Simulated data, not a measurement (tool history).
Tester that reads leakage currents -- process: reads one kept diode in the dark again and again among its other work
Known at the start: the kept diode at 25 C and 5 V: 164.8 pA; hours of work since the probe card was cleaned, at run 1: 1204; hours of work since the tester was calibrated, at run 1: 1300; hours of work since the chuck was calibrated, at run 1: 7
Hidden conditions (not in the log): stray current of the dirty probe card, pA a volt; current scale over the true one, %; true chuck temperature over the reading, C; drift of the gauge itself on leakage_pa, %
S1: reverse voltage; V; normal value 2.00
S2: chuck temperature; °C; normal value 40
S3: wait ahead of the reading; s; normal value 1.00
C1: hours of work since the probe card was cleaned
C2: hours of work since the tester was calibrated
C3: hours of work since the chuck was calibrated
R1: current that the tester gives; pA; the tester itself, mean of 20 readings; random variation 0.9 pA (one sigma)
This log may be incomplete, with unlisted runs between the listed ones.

{"run": 1, "day": 0.0, "S1": 2.0, "S2": 40, "S3": 1.0, "C1": 1204, "C2": 1300, "C3": 7, "R1": 303.0}
{"run": 2, "day": 2.846, "S1": 2.0, "S2": 40, "S3": 1.0, "C1": 1238, "C2": 1334, "C3": 41, "R1": 306.98}
{"run": 3, "day": 4.804, "S1": 2.0, "S2": 54, "S3": 1.0, "C1": 1261, "C2": 1357, "C3": 64, "R1": 778.3}
{"run": 4, "day": 6.288, "S1": 2.0, "S2": 54, "S3": 1.0, "C1": 1279, "C2": 1375, "C3": 82, "R1": 781.49}
{"run": 5, "day": 7.875, "S1": 2.0, "S2": 54, "S3": 1.0, "C1": 1297, "C2": 1393, "C3": 101, "R1": 781.34}
{"run": 6, "day": 10.246, "S1": 2.0, "S2": 54, "S3": 1.0, "C1": 1326, "C2": 1422, "C3": 129, "R1": 787.21}
{"run": 7, "day": 12.846, "S1": 2.0, "S2": 54, "S3": 1.0, "C1": 1356, "C2": 1452, "C3": 160, "R1": 788.08}
{"run": 8, "day": 14.321, "S1": 2.0, "S2": 54, "S3": 1.0, "C1": 1374, "C2": 1470, "C3": 177, "R1": 788.31}
{"run": 9, "day": 15.562, "S1": 2.0, "S2": 40, "S3": 1.0, "C1": 1389, "C2": 1485, "C3": 192, "R1": 310.56}
{"run": 10, "day": 17.442, "S1": 3.35, "S2": 40, "S3": 1.0, "C1": 1411, "C2": 1507, "C3": 214, "R1": 417.57}
{"run": 11, "day": 18.762, "S1": 3.35, "S2": 40, "S3": 1.0, "C1": 1427, "C2": 1523, "C3": 230, "R1": 419.63}
{"run": 12, "day": 21.154, "S1": 3.35, "S2": 40, "S3": 1.0, "C1": 1455, "C2": 1551, "C3": 259, "R1": 418.89}
{"run": 13, "day": 23.988, "S1": 2.06, "S2": 40, "S3": 1.0, "C1": 1489, "C2": 1585, "C3": 292, "R1": 321.25}
{"run": 14, "day": 26.754, "S1": 4.09, "S2": 40, "S3": 1.31, "C1": 1522, "C2": 1618, "C3": 325, "R1": 474.24}
{"run": 15, "day": 28.454, "S1": 2.62, "S2": 40, "S3": 0.75, "C1": 1542, "C2": 1638, "C3": 345, "R1": 369.27}
{"run": 16, "day": 30.975, "S1": 2.62, "S2": 40, "S3": 0.75, "C1": 1572, "C2": 1668, "C3": 375, "R1": 370.62}
{"run": 17, "day": 33.658, "S1": 2.62, "S2": 40, "S3": 0.75, "C1": 1604, "C2": 1700, "C3": 407, "R1": 373.75}
{"run": 18, "day": 36.1, "S1": 2.0, "S2": 54, "S3": 0.39, "C1": 1633, "C2": 1729, "C3": 436, "R1": 815.69}
{"run": 19, "day": 37.908, "S1": 2.0, "S2": 21, "S3": 2.33, "C1": 1654, "C2": 1750, "C3": 458, "R1": 80.44}
{"run": 20, "day": 39.129, "S1": 1.64, "S2": 21, "S3": 2.33, "C1": 1669, "C2": 1765, "C3": 472, "R1": 72.4}
{"run": 21, "day": 41.717, "S1": 1.64, "S2": 21, "S3": 2.33, "C1": 1699, "C2": 1795, "C3": 503, "R1": 72.65}
{"day": 44.112, "done": "chuck's temperature calibrated"}
{"run": 22, "day": 44.538, "S1": 1.64, "S2": 21, "S3": 2.33, "C1": 1732, "C2": 1828, "C3": 5, "R1": 68.08}
{"run": 23, "day": 47.129, "S1": 1.64, "S2": 33, "S3": 3.63, "C1": 1763, "C2": 1859, "C3": 36, "R1": 166.19}
{"run": 24, "day": 48.742, "S1": 1.64, "S2": 33, "S3": 3.63, "C1": 1782, "C2": 1878, "C3": 55, "R1": 167.21}
{"run": 25, "day": 51.471, "S1": 16.81, "S2": 40, "S3": 1.0, "C1": 1814, "C2": 1910, "C3": 87, "R1": 1039.52}

Hidden state or all else? Some run-to-run changes of R1, split into what the settings, what came in and random variation would give without the hidden state, and what is left for the hidden state (with any gauge scatter that isn't in both results):
Run 18 -> 19: S2 54 -> 21, S3 0.39 -> 2.33. R1 -735.25 pA: hidden state -39.60, all else -695.65.
Run 24 -> 25: S1 1.64 -> 16.81, S2 33 -> 40, S3 3.63 -> 1.00. R1 +872.31 pA: hidden state +44.64, all else +827.67.
